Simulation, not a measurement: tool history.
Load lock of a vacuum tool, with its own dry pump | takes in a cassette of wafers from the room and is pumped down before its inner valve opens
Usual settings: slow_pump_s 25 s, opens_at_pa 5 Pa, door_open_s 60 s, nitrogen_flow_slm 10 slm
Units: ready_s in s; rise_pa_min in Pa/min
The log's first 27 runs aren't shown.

run    hour  slow_pump_s  opens_at_pa  door_open_s  nitrogen_flow_slm  incoming humidity of the room's air, %  ready_s  rise_pa_min
 28  2558.0           48            4          143                 36                                    45.2     67.5        0.011
 29  2677.7           48            4          143                 36                                    47.8     67.2        0.021
 30  2803.3           48            4          143                 36                                    43.7     67.0        0.012
 31  2918.1           48            4          143                 36                                    45.6     67.5        0.019
 32  3031.7           48            4          143                 36                                    46.8     67.1        0.017
 33  3150.3           19            4          139                 36                                    44.7     45.2        0.014
 34  3215.8           19            4          139                 36                                    44.6     45.0        0.012
 35  3305.2           25            5           68                 14                                    48.2     49.0        0.026

Forecast each of these 4 alternatives for the next run:
  A  3369.1           45            5           68                  9                                    43.6        ?            ?
  B  3369.1           14            5          182                 31                                    46.2        ?            ?
  C  3369.1           25            5           73                 15                                    44.0        ?            ?
  D  3369.1           25            5          227                 10                                    46.7        ?            ?

run  ready_s  rise_pa_min
  A     63.9        0.032
  B     40.7        0.022
  C     48.8        0.025
  D     48.7        0.047
Without the tool's hidden state the same runs would have given:
run  ready_s  rise_pa_min
  A     63.9        0.032
  B     40.7        0.022
  C     48.8        0.025
  D     48.7        0.046

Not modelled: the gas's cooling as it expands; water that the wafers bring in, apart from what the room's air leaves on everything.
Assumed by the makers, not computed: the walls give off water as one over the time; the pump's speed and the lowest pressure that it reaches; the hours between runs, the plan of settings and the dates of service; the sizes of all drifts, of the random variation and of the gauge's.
